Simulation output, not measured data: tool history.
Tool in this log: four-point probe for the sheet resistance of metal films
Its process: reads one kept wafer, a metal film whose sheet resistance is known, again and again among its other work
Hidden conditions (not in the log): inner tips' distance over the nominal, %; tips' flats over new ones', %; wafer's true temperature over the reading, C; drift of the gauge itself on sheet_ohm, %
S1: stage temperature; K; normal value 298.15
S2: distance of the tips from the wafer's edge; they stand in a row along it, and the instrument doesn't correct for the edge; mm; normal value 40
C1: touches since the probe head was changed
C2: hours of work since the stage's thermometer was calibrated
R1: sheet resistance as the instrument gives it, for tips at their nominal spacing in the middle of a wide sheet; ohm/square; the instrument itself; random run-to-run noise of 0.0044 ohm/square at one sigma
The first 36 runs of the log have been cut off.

run,hour,S1,S2,C1,C2,R1
37,853.6,293.15,8,27048,1458,22.193637
38,885,293.15,8,27643,1478,22.193196
39,902.3,293.15,8,27971,1489,22.196256
# hour 917.1: stage's thermometer calibrated
40,931.5,300.15,6,28514,9,22.27202
41,955.7,304.15,47,28971,25,21.699023
42,988.7,304.15,74,29596,46,21.697492
43,1002.9,294.15,8,29865,56,22.153226
44,1023,294.15,8,30244,69,22.152851
45,1040.1,306.15,11,30568,80,21.820738

Here are 4 independent what-if runs from the current tool condition. What would each one return?
A,1068.4,300.15,16,31103,98,?
B,1068.4,306.15,3,31103,98,?
C,1068.4,298.15,40,31103,98,?
D,1068.4,305.15,11,31103,98,?

run,R1
A,21.843448
B,23.564333
C,21.801138
D,21.837967
Without the tool's unlogged condition, the same runs would have read:
run,R1
A,21.833052
B,23.553168
C,21.790776
D,21.827536
